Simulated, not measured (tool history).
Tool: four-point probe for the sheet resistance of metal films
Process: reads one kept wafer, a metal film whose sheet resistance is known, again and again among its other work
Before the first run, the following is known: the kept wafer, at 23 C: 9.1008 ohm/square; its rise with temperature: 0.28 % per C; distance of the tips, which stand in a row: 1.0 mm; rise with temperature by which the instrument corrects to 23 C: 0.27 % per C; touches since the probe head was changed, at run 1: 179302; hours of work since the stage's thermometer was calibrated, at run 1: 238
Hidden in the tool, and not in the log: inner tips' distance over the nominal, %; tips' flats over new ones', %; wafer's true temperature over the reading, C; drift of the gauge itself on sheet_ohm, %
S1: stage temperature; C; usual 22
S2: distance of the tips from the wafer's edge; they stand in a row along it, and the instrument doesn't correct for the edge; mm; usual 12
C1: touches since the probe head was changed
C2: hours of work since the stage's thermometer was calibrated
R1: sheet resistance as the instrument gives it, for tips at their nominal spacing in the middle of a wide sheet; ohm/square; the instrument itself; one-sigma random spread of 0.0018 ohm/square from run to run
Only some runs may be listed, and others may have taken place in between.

Run 1, hour 0: usual settings; C1 179302; C2 238. Result: R1 9.094905 ohm/square.
Run 2, hour 74.8: usual settings; C1 183156; C2 284. Result: R1 9.09083 ohm/square.
Run 3, hour 151.1: usual settings; C1 187093; C2 332. Result: R1 9.090917 ohm/square.
Run 4, hour 259.7: usual settings; C1 192692; C2 400. Result: R1 9.090411 ohm/square.
Run 5, hour 357.4: usual settings but S2 7 mm; C1 197728; C2 461. Result: R1 9.152358 ohm/square.
Run 6, hour 461.3: usual settings but S2 49 mm; C1 203086; C2 526. Result: R1 9.05188 ohm/square.
Run 7, hour 591.4: usual settings; C1 209789; C2 607. Result: R1 9.088195 ohm/square.
Run 8, hour 679.1: usual settings; C1 214310; C2 662. Result: R1 9.082489 ohm/square.
Run 9, hour 786.2: usual settings but S2 29 mm; C1 219835; C2 729. Result: R1 9.051485 ohm/square.
Run 10, hour 918.1: usual settings but S2 29 mm; C1 226632; C2 811. Result: R1 9.054478 ohm/square.
Run 11, hour 985.8: usual settings but S2 29 mm; C1 230124; C2 854. Result: R1 9.052749 ohm/square.
Run 12, hour 1054.1: usual settings but S2 29 mm; C1 233643; C2 896. Result: R1 9.051379 ohm/square.
Run 13, hour 1136.2: usual settings but S2 29 mm; C1 237878; C2 948. Result: R1 9.045786 ohm/square.
Run 14, hour 1222.7: usual settings but S2 29 mm; C1 242336; C2 1002. Result: R1 9.046595 ohm/square.
At hour 1260.4: new probe head fitted.
Run 15, hour 1283: usual settings but S1 19 C, S2 29 mm; C1 1163; C2 1039. Result: R1 9.084447 ohm/square.
Run 16, hour 1347.9: usual settings but S1 27 C, S2 46 mm; C1 4509; C2 1080. Result: R1 9.085514 ohm/square.
Run 17, hour 1403.1: usual settings but S1 34 C, S2 35 mm; C1 7357; C2 1114. Result: R1 9.094045 ohm/square.
Run 18, hour 1495.5: usual settings but S1 31 C, S2 8 mm; C1 12118; C2 1172. Result: R1 9.159633 ohm/square.
Run 19, hour 1610.6: usual settings but S1 28 C, S2 13 mm; C1 18055; C2 1244. Result: R1 9.112053 ohm/square.
Run 20, hour 1741.9: usual settings but S1 28 C, S2 13 mm; C1 24823; C2 1326. Result: R1 9.109827 ohm/square.
Run 21, hour 1820.2: usual settings but S1 28 C, S2 13 mm; C1 28860; C2 1375. Result: R1 9.107493 ohm/square.
Run 22, hour 1895: usual settings but S1 27 C, S2 7 mm; C1 32717; C2 1422. Result: R1 9.176858 ohm/square.
Run 23, hour 1965: usual settings but S1 19 C, S2 4 mm; C1 36324; C2 1465. Result: R1 9.362061 ohm/square.
Run 24, hour 2038.5: usual settings but S1 25 C, S2 48 mm; C1 40115; C2 1511. Result: R1 9.072544 ohm/square.
At hour 2127.7: stage's thermometer calibrated.
Run 25, hour 2161.2: usual settings but S1 25 C, S2 13 mm; C1 46414; C2 21. Result: R1 9.115808 ohm/square.
Run 26, hour 2243.8: usual settings but S1 32 C, S2 5 mm; C1 50671; C2 73. Result: R1 9.285051 ohm/square.
Run 27, hour 2306.5: usual settings but S1 32 C, S2 5 mm; C1 53902; C2 112. Result: R1 9.284723 ohm/square.

For each run, the measured value with the value that run would have given without the tool's hidden condition subtracted. The run-to-run variation is shared by both, the gauge scatter possibly not:
run         R1
  1  -0.041463
  2  -0.042507
  3  -0.043615
  4   -0.04502
  5  -0.046685
  6  -0.047638
  7  -0.049708
  8  -0.050884
  9  -0.052171
 10  -0.054182
 11  -0.055117
 12  -0.056059
 13   -0.05722
 14   -0.05848
 15  -0.020607
 16  -0.021319
 17  -0.021948
 18  -0.023533
 19  -0.025136
 20  -0.026981
 21  -0.028106
 22  -0.029456
 23  -0.031299
 24  -0.031264
 25  -0.017861
 26  -0.019346
 27  -0.020296
